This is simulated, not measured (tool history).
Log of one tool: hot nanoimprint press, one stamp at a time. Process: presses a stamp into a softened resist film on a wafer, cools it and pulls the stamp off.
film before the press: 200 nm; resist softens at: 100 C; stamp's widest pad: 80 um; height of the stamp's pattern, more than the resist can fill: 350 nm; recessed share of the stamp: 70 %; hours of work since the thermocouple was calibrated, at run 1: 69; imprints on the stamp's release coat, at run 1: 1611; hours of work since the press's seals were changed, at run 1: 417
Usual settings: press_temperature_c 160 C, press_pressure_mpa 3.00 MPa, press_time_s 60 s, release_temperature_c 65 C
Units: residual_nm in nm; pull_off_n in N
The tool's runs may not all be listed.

run	hour	press_temperature_c	press_pressure_mpa	press_time_s	release_temperature_c	hours of work since the thermocouple was calibrated	imprints on the stamp's release coat	hours of work since the press's seals were changed	residual_nm	pull_off_n
1	0.0	160	3.00	60	65	69	1611	417	120.3	328
2	27.4	160	3.00	60	65	81	1691	428	120.2	344
3	53.3	160	3.00	60	65	92	1768	439	119.7	339
4	85.2	160	3.00	62	65	105	1862	452	118.5	346
5	106.4	150	3.00	60	65	114	1924	461	155.4	361
6	138.9	150	3.00	60	65	127	2020	474	155.8	355
7	162.4	160	3.00	60	56	137	2089	484	119.5	433
# hour 170.1: stamp cleaned and given a new release coat
8	190.8	160	3.00	32	65	146	61	493	141.1	231
9	214.1	160	3.00	56	65	156	129	503	122.3	237
10	245.5	160	3.00	56	65	169	222	516	121.6	253
11	278.8	160	3.00	56	65	183	320	530	122.5	250
12	295.6	160	3.00	56	65	189	369	536	122.4	256
13	330.9	160	3.00	36	65	204	473	551	137.1	254
14	346.9	160	3.00	36	65	211	521	558	137.6	259
15	375.6	160	3.00	60	57	223	605	570	119.8	320
16	402.8	168	3.00	54	65	234	685	581	97.8	276
# hour 408.0: plate thermocouple calibrated
17	440.5	157	3.00	60	54	13	787	595	130.1	346
18	461.1	157	1.85	36	58	22	848	604	166.2	330
19	479.7	157	1.85	36	58	30	903	612	166.2	333
20	502.8	155	1.85	38	58	39	971	621	170.1	325

Forecast run 21:
# hour 518.4: plate thermocouple calibrated, once more
21	532.3	168	2.19	32	58	6	1049	632	?	?

Run 21 gave residual_nm 132.7 nm, pull_off_n 347 N.
Without the tool's hidden state the same run would have given residual_nm 131.2 nm, pull_off_n 270 N.
